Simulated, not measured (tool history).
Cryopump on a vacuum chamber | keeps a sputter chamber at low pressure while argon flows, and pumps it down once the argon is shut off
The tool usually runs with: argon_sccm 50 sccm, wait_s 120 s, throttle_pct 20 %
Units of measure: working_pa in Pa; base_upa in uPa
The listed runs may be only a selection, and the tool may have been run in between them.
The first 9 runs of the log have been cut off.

run 10 hour=120.3 | argon_sccm=50 wait_s=120 throttle_pct=30 | working_pa=0.227 base_upa=1.89
run 11 hour=133.5 | argon_sccm=50 wait_s=120 throttle_pct=30 | working_pa=0.2281 base_upa=1.84
run 12 hour=147.3 | argon_sccm=50 wait_s=120 throttle_pct=56 | working_pa=0.1283 base_upa=1.9
run 13 hour=168.4 | argon_sccm=50 wait_s=120 throttle_pct=20 | working_pa=0.3343 base_upa=1.93
run 14 hour=179.5 | argon_sccm=50 wait_s=120 throttle_pct=20 | working_pa=0.3394 base_upa=1.94
run 15 hour=196.1 | argon_sccm=50 wait_s=120 throttle_pct=20 | working_pa=0.3392 base_upa=1.93
run 16 hour=208.1 | argon_sccm=50 wait_s=120 throttle_pct=20 | working_pa=0.3336 base_upa=1.89
run 17 hour=220.5 | argon_sccm=50 wait_s=120 throttle_pct=20 | working_pa=0.3398 base_upa=1.98
run 18 hour=237.7 | argon_sccm=50 wait_s=120 throttle_pct=20 | working_pa=0.3387 base_upa=2.02
run 19 hour=247.2 | argon_sccm=50 wait_s=120 throttle_pct=20 | working_pa=0.3407 base_upa=2
run 20 hour=259 | argon_sccm=96 wait_s=29 throttle_pct=23 | working_pa=0.5719 base_upa=3.74
run 21 hour=268 | argon_sccm=50 wait_s=120 throttle_pct=22 | working_pa=0.3117 base_upa=2.04
run 22 hour=284.2 | argon_sccm=50 wait_s=120 throttle_pct=22 | working_pa=0.3118 base_upa=1.98
run 23 hour=304.5 | argon_sccm=50 wait_s=34 throttle_pct=28 | working_pa=0.2477 base_upa=3.37
run 24 hour=321.6 | argon_sccm=78 wait_s=263 throttle_pct=43 | working_pa=0.2631 base_upa=1.77
run 25 hour=332.4 | argon_sccm=21 wait_s=72 throttle_pct=56 | working_pa=0.0554 base_upa=2.47
run 26 hour=345.5 | argon_sccm=50 wait_s=225 throttle_pct=42 | working_pa=0.1734 base_upa=1.84
run 27 hour=362.1 | argon_sccm=29 wait_s=120 throttle_pct=34 | working_pa=0.1234 base_upa=2.07
run 28 hour=375.9 | argon_sccm=78 wait_s=71 throttle_pct=28 | working_pa=0.3889 base_upa=2.48
run 29 hour=391.9 | argon_sccm=78 wait_s=71 throttle_pct=28 | working_pa=0.3926 base_upa=2.55
run 30 hour=413 | argon_sccm=50 wait_s=92 throttle_pct=33 | working_pa=0.2181 base_upa=2.38
run 31 hour=434.4 | argon_sccm=50 wait_s=120 throttle_pct=29 | working_pa=0.2473 base_upa=2.3
run 32 hour=445.8 | argon_sccm=49 wait_s=120 throttle_pct=29 | working_pa=0.2414 base_upa=2.21
run 33 hour=460.9 | argon_sccm=22 wait_s=120 throttle_pct=29 | working_pa=0.1077 base_upa=2.2
run 34 hour=477.3 | argon_sccm=22 wait_s=120 throttle_pct=29 | working_pa=0.1095 base_upa=2.28

Branching from run 34: 3 alternative next runs. What would each branch give?
run A hour=488.8 | argon_sccm=29 wait_s=120 throttle_pct=29 | working_pa=? base_upa=?
run B hour=488.8 | argon_sccm=32 wait_s=120 throttle_pct=29 | working_pa=? base_upa=?
run C hour=488.8 | argon_sccm=22 wait_s=193 throttle_pct=29 | working_pa=? base_upa=?

run=A working_pa=0.143 base_upa=2.31
run=B working_pa=0.1586 base_upa=2.26
run=C working_pa=0.1098 base_upa=2.05
With no hidden state in the tool, these same runs would have given:
run=A working_pa=0.1288 base_upa=0.78
run=B working_pa=0.1428 base_upa=0.78
run=C working_pa=0.099 base_upa=0.55

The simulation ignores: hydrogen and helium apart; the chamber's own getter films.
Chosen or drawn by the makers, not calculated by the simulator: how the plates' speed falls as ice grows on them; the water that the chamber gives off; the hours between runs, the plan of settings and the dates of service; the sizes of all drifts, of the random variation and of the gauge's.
